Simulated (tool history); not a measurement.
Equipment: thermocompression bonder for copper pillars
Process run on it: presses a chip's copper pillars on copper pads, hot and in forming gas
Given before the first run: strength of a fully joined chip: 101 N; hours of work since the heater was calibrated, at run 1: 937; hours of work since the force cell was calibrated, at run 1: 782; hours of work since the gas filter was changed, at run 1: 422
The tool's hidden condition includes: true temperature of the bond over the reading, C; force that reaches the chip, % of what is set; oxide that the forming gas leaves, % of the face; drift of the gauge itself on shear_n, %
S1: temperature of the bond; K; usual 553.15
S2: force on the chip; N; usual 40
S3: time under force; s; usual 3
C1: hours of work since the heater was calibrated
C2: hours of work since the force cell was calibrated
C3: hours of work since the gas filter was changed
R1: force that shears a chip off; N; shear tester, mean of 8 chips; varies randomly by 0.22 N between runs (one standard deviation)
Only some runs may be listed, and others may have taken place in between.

run,hour,S1,S2,S3,C1,C2,C3,R1
1,0,553.15,40,3,937,782,422,58.8
# hour 11.1: forming gas filter changed
2,27.4,553.15,40,5,957,802,12,70.9
3,79,553.15,40,3,994,840,50,61.2
4,106.7,553.15,40,3,1015,860,70,60.6
5,143.8,553.15,40,3,1042,887,97,60.7
6,185.6,553.15,40,3,1073,918,128,60.6
7,215.9,553.15,40,3,1095,940,150,60.3
8,247.2,553.15,27,3,1118,963,173,45.8
9,268.5,553.15,40,3,1133,979,189,60.7
10,299.1,553.15,40,3,1156,1001,211,60.1
11,341.1,553.15,55,3,1187,1032,242,72.1
12,378.5,538.15,40,3,1214,1060,270,51
13,412.7,538.15,40,3,1239,1085,295,50.9
14,459.8,562.15,40,3,1274,1119,329,64.8
# hour 468.9: heater calibrated with a thermocouple chip
15,482.7,553.15,28,3,10,1135,345,42.1
16,533.8,553.15,28,3,48,1172,382,42.3
17,555,553.15,28,3,63,1188,398,42
18,579,571.15,40,3,81,1205,415,65.3
# hour 597.4: forming gas filter changed
19,614.1,553.15,40,3,106,1231,12,57.1
20,657.2,553.15,40,3,138,1262,44,56.9
21,696,553.15,33,3,166,1291,72,49.8
22,721.8,553.15,33,3,185,1310,91,49.5
23,764.3,542.15,37,9,216,1341,122,66.1
24,799.6,535.15,34,3,242,1367,148,40.1
25,825.7,535.15,34,3,261,1386,167,40.2
26,869.7,561.15,40,3,294,1418,200,61.1
27,891.4,561.15,40,3,310,1434,216,61
# hour 896.5: force cell calibrated
28,935.8,561.15,40,3,341,29,247,63.5
29,975.5,553.15,37,3,370,58,276,55.6
30,996.6,557.15,55,3,386,73,292,73
31,1047.9,528.15,29,3,423,111,329,33.2
32,1084.5,528.15,29,3,450,138,356,33.2
33,1115.7,551.15,29,6,473,161,379,57.2
34,1152.2,542.15,34,3,500,188,406,45.6
# hour 1186.5: forming gas filter changed
35,1197.7,564.15,42,6,533,221,8,81
36,1232.2,562.15,25,8,558,246,34,65.5
37,1263.1,567.15,40,5,581,269,56,77.6
38,1300.1,534.15,40,9,608,296,83,67.9
39,1341.5,535.15,40,9,639,326,114,68.3
40,1368.1,535.15,44,9,658,346,133,71.3

How would selected steps in R1 from run to run divide? Give the signed amount a tool lacking its hidden state would still show from settings, what came in and random variation, and the signed amount left for the hidden state, including any gauge scatter that is not in both of the compared results.
Run 1 -> 2: S3 3 -> 5, forming gas filter changed. R1 +12.1 N: hidden state +2.4, all else +9.7.
Run 14 -> 15: S1 562.15 -> 553.15, S2 40 -> 28, heater calibrated with a thermocouple chip. R1 -22.7 N: hidden state -3.9, all else -18.8.
Run 18 -> 19: S1 571.15 -> 553.15, forming gas filter changed. R1 -8.2 N: hidden state +2.7, all else -10.9.
Run 23 -> 24: S1 542.15 -> 535.15, S2 37 -> 34, S3 9 -> 3. R1 -26 N: hidden state +0.5, all else -26.5.
Run 30 -> 31: S1 557.15 -> 528.15, S2 55 -> 29. R1 -39.8 N: hidden state +1, all else -40.8.
Run 34 -> 35: S1 542.15 -> 564.15, S2 34 -> 42, S3 3 -> 6, forming gas filter changed. R1 +35.4 N: hidden state +1.6, all else +33.8.

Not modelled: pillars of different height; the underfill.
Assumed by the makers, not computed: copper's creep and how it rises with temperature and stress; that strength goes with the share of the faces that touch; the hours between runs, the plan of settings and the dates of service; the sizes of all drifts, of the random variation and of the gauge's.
